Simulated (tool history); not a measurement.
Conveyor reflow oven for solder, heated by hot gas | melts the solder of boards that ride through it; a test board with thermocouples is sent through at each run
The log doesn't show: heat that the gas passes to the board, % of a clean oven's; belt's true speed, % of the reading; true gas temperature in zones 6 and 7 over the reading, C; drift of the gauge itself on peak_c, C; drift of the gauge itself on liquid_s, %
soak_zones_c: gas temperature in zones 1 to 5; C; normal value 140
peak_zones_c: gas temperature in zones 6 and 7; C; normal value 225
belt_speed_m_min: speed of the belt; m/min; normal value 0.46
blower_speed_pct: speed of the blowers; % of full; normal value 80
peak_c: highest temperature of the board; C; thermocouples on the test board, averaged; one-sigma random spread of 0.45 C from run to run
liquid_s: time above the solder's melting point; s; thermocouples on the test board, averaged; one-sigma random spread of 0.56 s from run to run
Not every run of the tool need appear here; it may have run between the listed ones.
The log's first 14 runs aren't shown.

run	hour	soak_zones_c	peak_zones_c	belt_speed_m_min	blower_speed_pct	hours of work since the flux was cleaned out	hours of work since the belt drive was overhauled	hours of work since the thermocouples were changed	peak_c	liquid_s
15	352.5	140	225	0.46	80	302	767	275	212.2	77.3
# hour 374.4: flux residue cleaned out of gas plates and filters
16	378.5	140	225	0.46	80	3	781	290	215.7	81.4
17	405.2	151	232	0.545	75	21	799	308	219.3	74.3
# hour 424.3: belt drive overhauled, speed set with a stopwatch
18	443	140	235	0.43	85	44	13	331	225.8	96.4
19	474.1	130	224	0.43	85	66	34	352	214.4	81.6
20	502.2	146	215	0.485	50	85	53	372	199.6	53.7
21	526.9	146	215	0.485	50	102	70	388	199.2	53.6
22	549.5	140	236	0.46	80	117	86	404	224.1	86.3
23	584	141	225	0.46	74	141	109	428	212.7	78.3
24	613.9	137	220	0.46	80	161	130	448	208.7	70
25	629.7	140	225	0.471	88	172	141	459	213.9	77.3
26	659.6	140	218	0.46	80	193	161	479	207	69.6
27	681.2	142	239	0.54	80	207	176	494	221.8	71.9
28	705.4	142	227	0.54	80	224	192	511	212.2	63
29	725.9	139	227	0.389	63	238	207	525	216.3	93.5
30	742.3	139	227	0.389	63	249	218	536	216.4	93.6

What if the next run were any one of these 4? Each begins from the tool's condition after run 30:
A	756.8	146	225	0.48	71	259	228	546	?	?
B	756.8	140	217	0.437	55	259	228	546	?	?
C	756.8	142	227	0.389	63	259	228	546	?	?
D	756.8	153	227	0.48	63	259	228	546	?	?

run	peak_c	liquid_s
A	211.2	74.2
B	203.1	64.7
C	215.7	96.7
D	212.6	78.5
Without the tool's unlogged condition, the same runs would have read:
run	peak_c	liquid_s
A	214.6	78.3
B	206.1	70.6
C	218.7	100.4
D	215.8	82
